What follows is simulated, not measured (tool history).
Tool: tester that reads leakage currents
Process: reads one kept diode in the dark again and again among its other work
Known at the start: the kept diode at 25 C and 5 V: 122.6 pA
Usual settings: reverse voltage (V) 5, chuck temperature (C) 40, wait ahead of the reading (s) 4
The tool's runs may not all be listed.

run	day	reverse voltage (V)	chuck temperature (C)	wait ahead of the reading (s)	current that the tester gives (pA)
1	0	5	40	4	359.4
2	0.596	5	40	4	360.36
3	1.317	5	40	4	357.5
4	2.333	5	40	4	358.35
5	3.167	5	40	4	360.47
# day 3.796: chuck's temperature calibrated
6	4.371	5	40	4	350.37
7	5.742	17.26	40	4	629.64
8	6.525	17.26	40	4	631.65
9	7.642	5	40	4	350.48
# day 8.392: chuck's temperature calibrated, once more
10	8.967	5	40	4	390.35
11	9.538	5	34	4	254.52
12	10.529	5	40	4	390.67
13	11.842	5	40	0.87	390.28
14	13.008	5	60	0.83	1485.26
15	14.367	5	60	0.83	1487.62
16	14.975	2.11	40	4	260.32
17	16.092	1.11	40	1.67	193.38
18	17.15	1.11	33	1.67	116.14
19	18.442	3.61	52	6.68	756.77
20	19.358	17.65	39	0.52	664.89
21	20.138	17.65	31	0.52	385.41
22	21.429	17.65	31	0.52	384.52
23	22.583	19.07	26	0.71	282.24
24	23.154	7.21	28	1.11	197.51

3 ways to go on from here, each from the tool as it stands after run 24. What would each give?
A	24.267	7.21	28	0.34	?
B	24.267	5	40	4.46	?
C	24.267	1.86	40	4	?

run	current that the tester gives (pA)
A	200.45
B	386.84
C	244.14
Without the tool's hidden state the same runs would have given:
run	current that the tester gives (pA)
A	189.89
B	381.19
C	242.74

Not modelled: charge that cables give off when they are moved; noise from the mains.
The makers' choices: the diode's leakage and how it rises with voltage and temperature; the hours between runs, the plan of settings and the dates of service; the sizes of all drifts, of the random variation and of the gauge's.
